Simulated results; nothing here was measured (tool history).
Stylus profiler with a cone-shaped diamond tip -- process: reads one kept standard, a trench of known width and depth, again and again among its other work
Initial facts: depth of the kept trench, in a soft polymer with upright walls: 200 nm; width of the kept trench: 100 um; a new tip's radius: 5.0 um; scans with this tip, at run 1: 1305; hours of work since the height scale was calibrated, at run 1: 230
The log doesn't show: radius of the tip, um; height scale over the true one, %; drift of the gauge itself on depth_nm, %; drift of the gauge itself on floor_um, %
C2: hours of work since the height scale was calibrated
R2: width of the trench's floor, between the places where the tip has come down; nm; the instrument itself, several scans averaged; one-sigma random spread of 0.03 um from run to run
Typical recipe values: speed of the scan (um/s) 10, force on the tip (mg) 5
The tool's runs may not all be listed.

run 1 hour=0 | speed_of_the_scan_(um/s)=10 force_on_the_tip_(mg)=5 | scans_with_this_tip=1305 C2=230 | depth_of_the_trench_(nm)=205.43 R2=97120
run 2 hour=13.3 | speed_of_the_scan_(um/s)=10 force_on_the_tip_(mg)=5 | scans_with_this_tip=1358 C2=240 | depth_of_the_trench_(nm)=205.34 R2=97080
run 3 hour=36.1 | speed_of_the_scan_(um/s)=10 force_on_the_tip_(mg)=5 | scans_with_this_tip=1450 C2=256 | depth_of_the_trench_(nm)=205.34 R2=97100
run 4 hour=53 | speed_of_the_scan_(um/s)=36 force_on_the_tip_(mg)=5 | scans_with_this_tip=1517 C2=268 | depth_of_the_trench_(nm)=205.45 R2=97000
run 5 hour=65.6 | speed_of_the_scan_(um/s)=10 force_on_the_tip_(mg)=5 | scans_with_this_tip=1568 C2=277 | depth_of_the_trench_(nm)=205.48 R2=96980
run 6 hour=79.7 | speed_of_the_scan_(um/s)=10 force_on_the_tip_(mg)=5 | scans_with_this_tip=1624 C2=287 | depth_of_the_trench_(nm)=205.55 R2=97020
run 7 hour=102.9 | speed_of_the_scan_(um/s)=10 force_on_the_tip_(mg)=5 | scans_with_this_tip=1716 C2=303 | depth_of_the_trench_(nm)=205.45 R2=97010
run 8 hour=131.3 | speed_of_the_scan_(um/s)=10 force_on_the_tip_(mg)=3.37 | scans_with_this_tip=1830 C2=323 | depth_of_the_trench_(nm)=204.32 R2=97050
run 9 hour=158.5 | speed_of_the_scan_(um/s)=10 force_on_the_tip_(mg)=3.37 | scans_with_this_tip=1938 C2=342 | depth_of_the_trench_(nm)=204.3 R2=96980
run 10 hour=183.4 | speed_of_the_scan_(um/s)=10 force_on_the_tip_(mg)=3.37 | scans_with_this_tip=2038 C2=360 | depth_of_the_trench_(nm)=204.39 R2=96970
run 11 hour=213.3 | speed_of_the_scan_(um/s)=10 force_on_the_tip_(mg)=3.37 | scans_with_this_tip=2157 C2=381 | depth_of_the_trench_(nm)=204.31 R2=96960
run 12 hour=233.2 | speed_of_the_scan_(um/s)=10 force_on_the_tip_(mg)=3.37 | scans_with_this_tip=2237 C2=395 | depth_of_the_trench_(nm)=204.33 R2=96950
run 13 hour=250 | speed_of_the_scan_(um/s)=10 force_on_the_tip_(mg)=3.37 | scans_with_this_tip=2304 C2=407 | depth_of_the_trench_(nm)=204.09 R2=96960
run 14 hour=276.3 | speed_of_the_scan_(um/s)=10 force_on_the_tip_(mg)=3.58 | scans_with_this_tip=2409 C2=425 | depth_of_the_trench_(nm)=204.43 R2=96980
run 15 hour=297.7 | speed_of_the_scan_(um/s)=10 force_on_the_tip_(mg)=3.58 | scans_with_this_tip=2494 C2=440 | depth_of_the_trench_(nm)=204.56 R2=96950
run 16 hour=319.7 | speed_of_the_scan_(um/s)=10 force_on_the_tip_(mg)=3.58 | scans_with_this_tip=2582 C2=456 | depth_of_the_trench_(nm)=204.52 R2=96990
run 17 hour=332.6 | speed_of_the_scan_(um/s)=10 force_on_the_tip_(mg)=3.58 | scans_with_this_tip=2634 C2=465 | depth_of_the_trench_(nm)=204.42 R2=96950
run 18 hour=344.9 | speed_of_the_scan_(um/s)=10 force_on_the_tip_(mg)=3.58 | scans_with_this_tip=2683 C2=474 | depth_of_the_trench_(nm)=204.54 R2=96930
run 19 hour=360.3 | speed_of_the_scan_(um/s)=10 force_on_the_tip_(mg)=3.58 | scans_with_this_tip=2744 C2=484 | depth_of_the_trench_(nm)=204.49 R2=96910
run 20 hour=380.6 | speed_of_the_scan_(um/s)=17 force_on_the_tip_(mg)=5 | scans_with_this_tip=2825 C2=499 | depth_of_the_trench_(nm)=205.41 R2=96960
run 21 hour=405.7 | speed_of_the_scan_(um/s)=10 force_on_the_tip_(mg)=5 | scans_with_this_tip=2926 C2=516 | depth_of_the_trench_(nm)=205.58 R2=96890
-- hour=408.5 height scale calibrated on a step standard
run 22 hour=433.5 | speed_of_the_scan_(um/s)=5 force_on_the_tip_(mg)=5 | scans_with_this_tip=3035 C2=18 | depth_of_the_trench_(nm)=205.52 R2=96930
run 23 hour=459.4 | speed_of_the_scan_(um/s)=5 force_on_the_tip_(mg)=5 | scans_with_this_tip=3138 C2=36 | depth_of_the_trench_(nm)=205.74 R2=96930
-- hour=481.7 height scale calibrated on a step standard, once more
run 24 hour=484.8 | speed_of_the_scan_(um/s)=10 force_on_the_tip_(mg)=5 | scans_with_this_tip=3238 C2=2 | depth_of_the_trench_(nm)=205.35 R2=96860
run 25 hour=499.4 | speed_of_the_scan_(um/s)=2 force_on_the_tip_(mg)=5 | scans_with_this_tip=3296 C2=12 | depth_of_the_trench_(nm)=205.15 R2=96950
run 26 hour=526.3 | speed_of_the_scan_(um/s)=2 force_on_the_tip_(mg)=5 | scans_with_this_tip=3404 C2=32 | depth_of_the_trench_(nm)=205.27 R2=96920
run 27 hour=545.1 | speed_of_the_scan_(um/s)=6 force_on_the_tip_(mg)=5 | scans_with_this_tip=3478 C2=45 | depth_of_the_trench_(nm)=205.36 R2=96880
run 28 hour=562.9 | speed_of_the_scan_(um/s)=16 force_on_the_tip_(mg)=6.04 | scans_with_this_tip=3550 C2=57 | depth_of_the_trench_(nm)=206.01 R2=96800
run 29 hour=581 | speed_of_the_scan_(um/s)=16 force_on_the_tip_(mg)=6.04 | scans_with_this_tip=3622 C2=70 | depth_of_the_trench_(nm)=206.07 R2=96900
run 30 hour=610.3 | speed_of_the_scan_(um/s)=31 force_on_the_tip_(mg)=2.3 | scans_with_this_tip=3739 C2=91 | depth_of_the_trench_(nm)=203.27 R2=96700
run 31 hour=634.8 | speed_of_the_scan_(um/s)=31 force_on_the_tip_(mg)=2.3 | scans_with_this_tip=3837 C2=108 | depth_of_the_trench_(nm)=203.23 R2=96620
run 32 hour=649 | speed_of_the_scan_(um/s)=38 force_on_the_tip_(mg)=3.82 | scans_with_this_tip=3893 C2=118 | depth_of_the_trench_(nm)=204.55 R2=96700
run 33 hour=674.5 | speed_of_the_scan_(um/s)=38 force_on_the_tip_(mg)=3.82 | scans_with_this_tip=3995 C2=136 | depth_of_the_trench_(nm)=204.79 R2=96660
run 34 hour=689.8 | speed_of_the_scan_(um/s)=8 force_on_the_tip_(mg)=1.8 | scans_with_this_tip=4056 C2=147 | depth_of_the_trench_(nm)=202.8 R2=96800
run 35 hour=717.4 | speed_of_the_scan_(um/s)=33 force_on_the_tip_(mg)=7.3 | scans_with_this_tip=4166 C2=166 | depth_of_the_trench_(nm)=206.59 R2=96710
run 36 hour=743.4 | speed_of_the_scan_(um/s)=35 force_on_the_tip_(mg)=2.43 | scans_with_this_tip=4270 C2=185 | depth_of_the_trench_(nm)=203.53 R2=96590
run 37 hour=767.6 | speed_of_the_scan_(um/s)=10 force_on_the_tip_(mg)=6.26 | scans_with_this_tip=4367 C2=202 | depth_of_the_trench_(nm)=206.24 R2=96810
run 38 hour=780.3 | speed_of_the_scan_(um/s)=5 force_on_the_tip_(mg)=7.28 | scans_with_this_tip=4418 C2=211 | depth_of_the_trench_(nm)=206.86 R2=96790
run 39 hour=793.2 | speed_of_the_scan_(um/s)=10 force_on_the_tip_(mg)=3.17 | scans_with_this_tip=4469 C2=220 | depth_of_the_trench_(nm)=203.98 R2=96790
run 40 hour=813.7 | speed_of_the_scan_(um/s)=2 force_on_the_tip_(mg)=5 | scans_with_this_tip=4551 C2=234 | depth_of_the_trench_(nm)=205.34 R2=96800

Estimate the outcome of run 41 from the log above:
run 41 hour=833.1 | speed_of_the_scan_(um/s)=9 force_on_the_tip_(mg)=12.08 | scans_with_this_tip=4629 C2=248 | depth_of_the_trench_(nm)=? R2=?

depth of the trench (nm): 209.92
R2: 96810 nm
Had the tool carried no hidden state, the very same run would have given depth of the trench (nm) 209.83, R2 97200 nm.
